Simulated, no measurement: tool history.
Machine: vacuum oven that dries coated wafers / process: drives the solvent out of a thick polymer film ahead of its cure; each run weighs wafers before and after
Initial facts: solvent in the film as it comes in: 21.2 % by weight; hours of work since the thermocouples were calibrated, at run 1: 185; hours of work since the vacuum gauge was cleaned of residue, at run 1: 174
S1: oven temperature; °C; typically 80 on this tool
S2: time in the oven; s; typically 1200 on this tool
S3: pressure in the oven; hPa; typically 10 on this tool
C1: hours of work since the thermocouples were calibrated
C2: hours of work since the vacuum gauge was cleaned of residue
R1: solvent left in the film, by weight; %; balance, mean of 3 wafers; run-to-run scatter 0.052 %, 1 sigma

{"run": 1, "hour": 0.0, "S1": 80, "S2": 1200, "S3": 10, "C1": 185, "C2": 174, "R1": 1.35}
{"run": 2, "hour": 8.1, "S1": 80, "S2": 1200, "S3": 10, "C1": 189, "C2": 178, "R1": 1.29}
{"run": 3, "hour": 24.8, "S1": 80, "S2": 1200, "S3": 10, "C1": 197, "C2": 187, "R1": 1.24}
{"run": 4, "hour": 36.5, "S1": 80, "S2": 1200, "S3": 10, "C1": 203, "C2": 193, "R1": 1.32}
{"run": 5, "hour": 50.5, "S1": 80, "S2": 1200, "S3": 10, "C1": 210, "C2": 200, "R1": 1.22}
{"run": 6, "hour": 60.0, "S1": 80, "S2": 1200, "S3": 10, "C1": 215, "C2": 205, "R1": 1.13}
{"run": 7, "hour": 67.3, "S1": 91, "S2": 1200, "S3": 10, "C1": 219, "C2": 208, "R1": 0.49}
{"run": 8, "hour": 74.4, "S1": 91, "S2": 1200, "S3": 10, "C1": 222, "C2": 212, "R1": 0.46}
{"run": 9, "hour": 82.5, "S1": 80, "S2": 1200, "S3": 10, "C1": 226, "C2": 216, "R1": 1.37}
{"run": 10, "hour": 98.0, "S1": 80, "S2": 1200, "S3": 10, "C1": 234, "C2": 224, "R1": 1.28}
{"run": 11, "hour": 107.3, "S1": 80, "S2": 1200, "S3": 10, "C1": 239, "C2": 229, "R1": 1.25}
{"run": 12, "hour": 114.8, "S1": 80, "S2": 1200, "S3": 10, "C1": 243, "C2": 232, "R1": 1.28}
{"run": 13, "hour": 126.5, "S1": 80, "S2": 840, "S3": 10, "C1": 249, "C2": 238, "R1": 2.32}
{"run": 14, "hour": 139.0, "S1": 84, "S2": 600, "S3": 32.1, "C1": 255, "C2": 245, "R1": 3.65}
{"run": 15, "hour": 152.4, "S1": 84, "S2": 600, "S3": 32.1, "C1": 262, "C2": 251, "R1": 3.59}
{"run": 16, "hour": 160.6, "S1": 66, "S2": 1200, "S3": 10, "C1": 266, "C2": 256, "R1": 5.92}

Predict the results of run 17:
{"run": 17, "hour": 167.7, "S1": 77, "S2": 1200, "S3": 11.3, "C1": 270, "C2": 259, "R1": "?"}

Run 17 yielded R1 1.94 %.
Without the tool's hidden state the same run would have given R1 1.93 %.
